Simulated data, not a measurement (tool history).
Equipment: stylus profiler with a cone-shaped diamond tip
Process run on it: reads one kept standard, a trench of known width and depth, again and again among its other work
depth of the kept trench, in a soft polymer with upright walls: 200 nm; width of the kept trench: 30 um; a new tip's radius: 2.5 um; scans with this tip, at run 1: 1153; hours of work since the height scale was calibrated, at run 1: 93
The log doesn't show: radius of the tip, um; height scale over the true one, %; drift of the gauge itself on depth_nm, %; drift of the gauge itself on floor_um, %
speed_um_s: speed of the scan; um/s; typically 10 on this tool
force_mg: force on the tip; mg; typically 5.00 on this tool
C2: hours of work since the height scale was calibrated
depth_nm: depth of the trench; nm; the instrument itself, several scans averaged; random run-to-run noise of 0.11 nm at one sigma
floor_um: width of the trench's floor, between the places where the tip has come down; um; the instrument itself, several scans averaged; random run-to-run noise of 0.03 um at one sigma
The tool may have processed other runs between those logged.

run 1 hour=0.0 | speed_um_s=10 force_mg=5.00 | scans_with_this_tip=1153 C2=93 | depth_nm=203.77 floor_um=27.93
run 2 hour=75.6 | speed_um_s=10 force_mg=5.00 | scans_with_this_tip=1744 C2=141 | depth_nm=203.90 floor_um=27.94
run 3 hour=169.4 | speed_um_s=10 force_mg=5.00 | scans_with_this_tip=2478 C2=200 | depth_nm=203.87 floor_um=27.82
run 4 hour=234.8 | speed_um_s=10 force_mg=5.00 | scans_with_this_tip=2989 C2=241 | depth_nm=203.93 floor_um=27.81
run 5 hour=295.7 | speed_um_s=10 force_mg=5.00 | scans_with_this_tip=3465 C2=280 | depth_nm=203.78 floor_um=27.72
run 6 hour=400.5 | speed_um_s=10 force_mg=5.00 | scans_with_this_tip=4285 C2=346 | depth_nm=203.97 floor_um=27.74
run 7 hour=479.6 | speed_um_s=22 force_mg=5.00 | scans_with_this_tip=4904 C2=396 | depth_nm=204.03 floor_um=27.63
run 8 hour=584.0 | speed_um_s=4 force_mg=3.19 | scans_with_this_tip=5720 C2=462 | depth_nm=203.31 floor_um=27.65
run 9 hour=692.9 | speed_um_s=4 force_mg=3.13 | scans_with_this_tip=6572 C2=531 | depth_nm=203.08 floor_um=27.58
run 10 hour=753.6 | speed_um_s=11 force_mg=11.37 | scans_with_this_tip=7046 C2=569 | depth_nm=206.95 floor_um=27.54
-- hour=760.8 height scale calibrated on a step standard
run 11 hour=817.3 | speed_um_s=14 force_mg=2.94 | scans_with_this_tip=7540 C2=36 | depth_nm=203.34 floor_um=27.52
run 12 hour=895.1 | speed_um_s=23 force_mg=14.88 | scans_with_this_tip=8149 C2=85 | depth_nm=208.30 floor_um=27.47
-- hour=981.6 height scale calibrated on a step standard, once more
run 13 hour=991.5 | speed_um_s=23 force_mg=14.88 | scans_with_this_tip=8899 C2=6 | depth_nm=207.44 floor_um=27.39
run 14 hour=1036.9 | speed_um_s=16 force_mg=11.33 | scans_with_this_tip=9254 C2=35 | depth_nm=206.20 floor_um=27.36

Alternative continuations, all from the tool just after run 14; predict every row:
run A hour=1116.0 | speed_um_s=15 force_mg=8.66 | scans_with_this_tip=9873 C2=85 | depth_nm=? floor_um=?
run B hour=1116.0 | speed_um_s=18 force_mg=6.34 | scans_with_this_tip=9873 C2=85 | depth_nm=? floor_um=?
run C hour=1116.0 | speed_um_s=11 force_mg=11.33 | scans_with_this_tip=9873 C2=85 | depth_nm=? floor_um=?

run=A depth_nm=205.22 floor_um=27.35
run=B depth_nm=204.18 floor_um=27.30
run=C depth_nm=206.28 floor_um=27.37
Without the tool's unlogged condition, the same runs would have read:
run=A depth_nm=205.06 floor_um=28.01
run=B depth_nm=204.03 floor_um=27.96
run=C depth_nm=206.13 floor_um=28.03
